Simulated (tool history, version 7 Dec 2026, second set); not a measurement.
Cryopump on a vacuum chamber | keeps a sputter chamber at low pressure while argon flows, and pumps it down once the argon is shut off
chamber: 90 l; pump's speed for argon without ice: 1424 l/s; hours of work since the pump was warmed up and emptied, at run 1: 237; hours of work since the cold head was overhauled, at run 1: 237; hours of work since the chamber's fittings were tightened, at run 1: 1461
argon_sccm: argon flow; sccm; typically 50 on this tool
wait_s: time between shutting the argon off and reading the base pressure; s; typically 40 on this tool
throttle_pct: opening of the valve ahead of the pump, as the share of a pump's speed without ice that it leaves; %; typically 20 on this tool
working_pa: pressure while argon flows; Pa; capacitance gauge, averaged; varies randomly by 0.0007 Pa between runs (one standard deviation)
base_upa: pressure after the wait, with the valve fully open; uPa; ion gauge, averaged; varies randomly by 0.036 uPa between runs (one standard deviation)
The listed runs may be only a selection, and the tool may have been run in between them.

run	day	argon_sccm	wait_s	throttle_pct	hours of work since the pump was warmed up and emptied	hours of work since the cold head was overhauled	hours of work since the chamber's fittings were tightened	working_pa	base_upa
1	0.000	50	40	20	237	237	1461	0.2990	2.80
2	0.742	50	40	20	245	245	1470	0.2993	2.76
3	1.771	50	40	20	257	257	1482	0.2993	2.72
4	2.750	50	40	20	268	268	1493	0.2997	2.85
5	3.208	50	40	20	273	273	1498	0.2993	2.80
6	3.650	50	40	20	278	278	1503	0.2997	2.78
7	4.479	50	40	35	288	288	1513	0.1722	2.82
8	4.979	50	40	35	293	293	1518	0.1718	2.78
9	5.938	77	40	20	304	304	1529	0.4616	2.80
10	6.412	77	40	20	310	310	1535	0.4608	2.87
11	7.346	77	40	20	320	320	1545	0.4629	2.86
12	7.817	50	144	20	326	326	1551	0.3011	1.53
13	8.517	50	144	43	334	334	1559	0.1412	1.53
14	8.962	50	144	43	339	339	1564	0.1414	1.62
15	9.850	50	144	43	349	349	1574	0.1417	1.61
16	10.729	50	40	20	359	359	1584	0.3010	2.83
17	11.650	50	40	20	369	369	1594	0.3018	2.82
18	12.604	50	40	20	380	380	1605	0.3012	2.83
19	13.358	50	40	20	389	389	1614	0.3014	2.83
20	14.238	51	40	31	399	399	1624	0.1994	2.87
21	14.796	54	40	20	405	405	1630	0.3258	3.00
22	15.275	54	40	20	411	411	1636	0.3255	2.89
23	15.808	54	52	20	417	417	1642	0.3239	2.48
24	16.379	54	52	20	423	423	1648	0.3256	2.54
25	17.367	28	125	20	435	435	1660	0.1678	1.74
26	17.950	28	125	20	441	441	1666	0.1688	1.76
27	18.646	28	125	20	449	449	1674	0.1690	1.68
28	19.167	73	40	18	455	455	1680	0.4904	2.87
29	19.779	73	40	18	462	462	1687	0.4903	3.04
30	20.346	73	40	18	469	469	1694	0.4897	2.95

The next listed run, before its measurement:
31	21.242	73	40	18	479	479	1704	?	?

Run 31 yielded working_pa 0.4896 Pa, base_upa 2.91 uPa.
With the hidden condition absent and the run-to-run variation left alone, this run would have shown working_pa 0.4817 Pa, base_upa 1.93 uPa.

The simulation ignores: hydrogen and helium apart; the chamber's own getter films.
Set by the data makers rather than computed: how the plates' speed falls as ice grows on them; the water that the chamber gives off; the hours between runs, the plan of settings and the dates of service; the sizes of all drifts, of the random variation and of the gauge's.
